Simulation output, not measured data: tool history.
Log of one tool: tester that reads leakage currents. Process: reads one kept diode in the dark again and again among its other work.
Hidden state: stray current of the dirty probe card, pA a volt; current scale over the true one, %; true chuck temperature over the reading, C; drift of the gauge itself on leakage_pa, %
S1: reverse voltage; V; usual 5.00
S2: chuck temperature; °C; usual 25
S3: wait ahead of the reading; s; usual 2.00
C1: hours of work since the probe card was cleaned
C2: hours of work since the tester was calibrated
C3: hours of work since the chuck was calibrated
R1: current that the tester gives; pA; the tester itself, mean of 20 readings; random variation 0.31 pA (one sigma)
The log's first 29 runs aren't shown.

| run | hour | S1 | S2 | S3 | C1 | C2 | C3 | R1 |
|---|---|---|---|---|---|---|---|---|
| 30 | 621.2 | 2.89 | 29 | 4.18 | 331 | 852 | 556 | 109.95 |
| 31 | 637.1 | 2.89 | 29 | 0.69 | 341 | 862 | 567 | 110.50 |
| 32 | 662.0 | 3.78 | 36 | 1.04 | 357 | 878 | 583 | 220.08 |
| 33 | 684.0 | 5.00 | 25 | 1.75 | 371 | 892 | 597 | 111.14 |
| 34 | 713.0 | 5.00 | 25 | 1.75 | 390 | 911 | 616 | 111.39 |
| 35 | 737.9 | 6.78 | 25 | 1.75 | 406 | 927 | 632 | 133.45 |
| 36 | 764.8 | 6.78 | 28 | 8.01 | 424 | 944 | 649 | 167.95 |
| 37 | 794.0 | 4.82 | 28 | 2.40 | 442 | 963 | 668 | 139.48 |
| 38 | 823.7 | 4.82 | 28 | 2.40 | 462 | 982 | 687 | 139.89 |
| 39 | 837.1 | 4.82 | 28 | 2.40 | 470 | 991 | 696 | 139.77 |
| 40 | 864.6 | 5.00 | 34 | 2.00 | 488 | 1009 | 714 | 225.30 |

4 ways to go on from here, each from the tool as it stands after run 40. What would each give?
| A | 883.3 | 12.37 | 41 | 2.00 | 500 | 1021 | 726 | ? |
| B | 883.3 | 5.00 | 22 | 7.66 | 500 | 1021 | 726 | ? |
| C | 883.3 | 5.00 | 25 | 1.84 | 500 | 1021 | 726 | ? |
| D | 883.3 | 7.36 | 21 | 2.00 | 500 | 1021 | 726 | ? |

| run | R1 |
|---|---|
| A | 640.57 |
| B | 88.85 |
| C | 112.94 |
| D | 103.28 |
Without the tool's hidden state the same runs would have given:
| run | R1 |
|---|---|
| A | 592.01 |
| B | 79.39 |
| C | 101.92 |
| D | 91.31 |
